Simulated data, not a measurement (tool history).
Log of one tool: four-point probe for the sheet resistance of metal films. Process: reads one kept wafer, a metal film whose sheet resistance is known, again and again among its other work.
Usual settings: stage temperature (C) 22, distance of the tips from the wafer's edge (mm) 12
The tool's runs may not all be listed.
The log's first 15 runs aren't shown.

run,hour,stage temperature (C),distance of the tips from the wafer's edge (mm),sheet resistance as the instrument gives it (ohm/square)
16,1064.2,22,8,1.541375
17,1126.8,22,12,1.538290
18,1223.7,22,12,1.538114
19,1266.0,22,15,1.536963
20,1308.7,22,15,1.536951
21,1360.3,32,18,1.539328
22,1415.6,32,18,1.539419
23,1483.9,32,48,1.538174
24,1578.9,32,48,1.537423
25,1630.6,24,45,1.534946
26,1715.7,27,46,1.536061
27,1762.2,27,45,1.536039
28,1840.9,31,4,1.556946
29,1923.0,21,8,1.537850
30,2019.9,20,12,1.534395
31,2068.1,19,6,1.540950
32,2111.7,21,43,1.531948
33,2162.4,24,11,1.535655

Forecast each of these 5 alternatives for the next run:
A,2207.6,22,9,?
B,2207.6,28,11,?
C,2207.6,23,4,?
D,2207.6,19,41,?
E,2207.6,27,67,?

run,sheet resistance as the instrument gives it (ohm/square)
A,1.536245
B,1.536869
C,1.553050
D,1.531550
E,1.533139
Without the tool's hidden state the same runs would have given:
run,sheet resistance as the instrument gives it (ohm/square)
A,1.550010
B,1.550611
C,1.566951
D,1.545290
E,1.546855
